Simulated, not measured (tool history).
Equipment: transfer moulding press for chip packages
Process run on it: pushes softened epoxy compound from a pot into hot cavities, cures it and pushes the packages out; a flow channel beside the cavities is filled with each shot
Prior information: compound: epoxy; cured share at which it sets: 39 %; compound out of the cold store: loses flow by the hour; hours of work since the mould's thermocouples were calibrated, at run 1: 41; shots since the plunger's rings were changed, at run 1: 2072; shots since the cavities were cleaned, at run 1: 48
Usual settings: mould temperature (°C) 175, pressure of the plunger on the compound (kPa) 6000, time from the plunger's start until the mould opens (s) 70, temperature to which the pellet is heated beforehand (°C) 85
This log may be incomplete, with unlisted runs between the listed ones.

| run | hour | mould temperature (°C) | pressure of the plunger on the compound (kPa) | time from the plunger's start until the mould opens (s) | temperature to which the pellet is heated beforehand (°C) | hours of work since the mould's thermocouples were calibrated | shots since the plunger's rings were changed | shots since the cavities were cleaned | incoming compound's hours out of the cold store | length that the compound runs in the flow channel (mm) | greatest force on the pins that push the packages out (N) |
|---|---|---|---|---|---|---|---|---|---|---|---|
| 1 | 0.0 | 175 | 6000 | 70 | 85 | 41 | 2072 | 48 | 12.1 | 1020 | 474 |
| 2 | 7.7 | 175 | 6000 | 70 | 85 | 46 | 2185 | 161 | 36.2 | 905 | 438 |
| 3 | 22.1 | 175 | 6000 | 70 | 85 | 54 | 2396 | 372 | 10.4 | 1033 | 478 |
|  | 32.8 | cavities cleaned with cleaning compound and waxed |
| 4 | 34.1 | 175 | 6000 | 70 | 85 | 60 | 2549 | 19 | 42.7 | 866 | 465 |
| 5 | 41.5 | 175 | 6000 | 70 | 85 | 64 | 2657 | 127 | 45.3 | 863 | 453 |
| 6 | 51.2 | 175 | 6000 | 70 | 77 | 70 | 2798 | 268 | 25.1 | 953 | 474 |
| 7 | 63.5 | 175 | 6000 | 70 | 94 | 77 | 2979 | 449 | 13.4 | 1031 | 473 |
|  | 69.8 | cavities cleaned with cleaning compound and waxed |
| 8 | 78.5 | 175 | 6000 | 70 | 94 | 85 | 3175 | 127 | 21.0 | 975 | 454 |
| 9 | 93.1 | 175 | 6000 | 70 | 94 | 93 | 3389 | 341 | 15.2 | 1005 | 479 |
| 10 | 100.8 | 175 | 6000 | 70 | 85 | 97 | 3501 | 453 | 44.1 | 867 | 445 |
|  | 106.6 | cavities cleaned with cleaning compound and waxed |
| 11 | 114.1 | 175 | 6000 | 70 | 85 | 104 | 3674 | 110 | 14.9 | 1016 | 482 |
| 12 | 125.3 | 175 | 6000 | 70 | 85 | 110 | 3838 | 274 | 27.2 | 941 | 464 |
|  | 140.3 | plunger's sealing rings changed |
| 13 | 140.6 | 175 | 6000 | 70 | 85 | 118 | 5 | 461 | 38.8 | 893 | 445 |
|  | 145.5 | cavities cleaned with cleaning compound and waxed |
| 14 | 150.6 | 175 | 5250 | 70 | 80 | 123 | 128 | 74 | 21.8 | 905 | 476 |
| 15 | 158.1 | 173 | 5860 | 58 | 85 | 127 | 239 | 185 | 14.6 | 1025 | 792 |
| 16 | 170.9 | 173 | 5860 | 58 | 85 | 134 | 426 | 372 | 35.3 | 911 | 734 |
|  | 181.7 | cavities cleaned with cleaning compound and waxed |
| 17 | 187.3 | 173 | 5860 | 58 | 85 | 143 | 643 | 81 | 18.3 | 991 | 818 |
| 18 | 196.4 | 179 | 6000 | 70 | 90 | 148 | 776 | 214 | 25.9 | 925 | 381 |
| 19 | 204.3 | 175 | 6000 | 90 | 75 | 152 | 891 | 329 | 12.2 | 1024 | 388 |
|  | 218.1 | cavities cleaned with cleaning compound and waxed |
| 20 | 220.3 | 174 | 6620 | 59 | 86 | 161 | 1104 | 32 | 32.0 | 975 | 660 |
| 21 | 228.6 | 174 | 6620 | 59 | 86 | 165 | 1224 | 152 | 24.6 | 1001 | 706 |
| 22 | 243.7 | 181 | 6620 | 59 | 86 | 174 | 1445 | 373 | 42.8 | 887 | 423 |
|  | 255.0 | cavities cleaned with cleaning compound and waxed |
| 23 | 258.1 | 181 | 6000 | 70 | 79 | 181 | 1634 | 45 | 43.6 | 841 | 356 |

Branching from run 23: 3 alternative next runs. What would each branch give?
| A | 274.7 | 174 | 5320 | 83 | 79 | 191 | 1876 | 287 | 15.3 | ? | ? |
| B | 274.7 | 173 | 6620 | 70 | 89 | 191 | 1876 | 287 | 13.0 | ? | ? |
| C | 274.7 | 181 | 6610 | 69 | 88 | 191 | 1876 | 287 | 35.9 | ? | ? |

| run | length that the compound runs in the flow channel (mm) | greatest force on the pins that push the packages out (N) |
|---|---|---|
| A | 951 | 413 |
| B | 1081 | 567 |
| C | 924 | 383 |
What these runs would have given with no unlogged condition in the tool:
| run | length that the compound runs in the flow channel (mm) | greatest force on the pins that push the packages out (N) |
|---|---|---|
| A | 951 | 411 |
| B | 1081 | 564 |
| C | 924 | 381 |
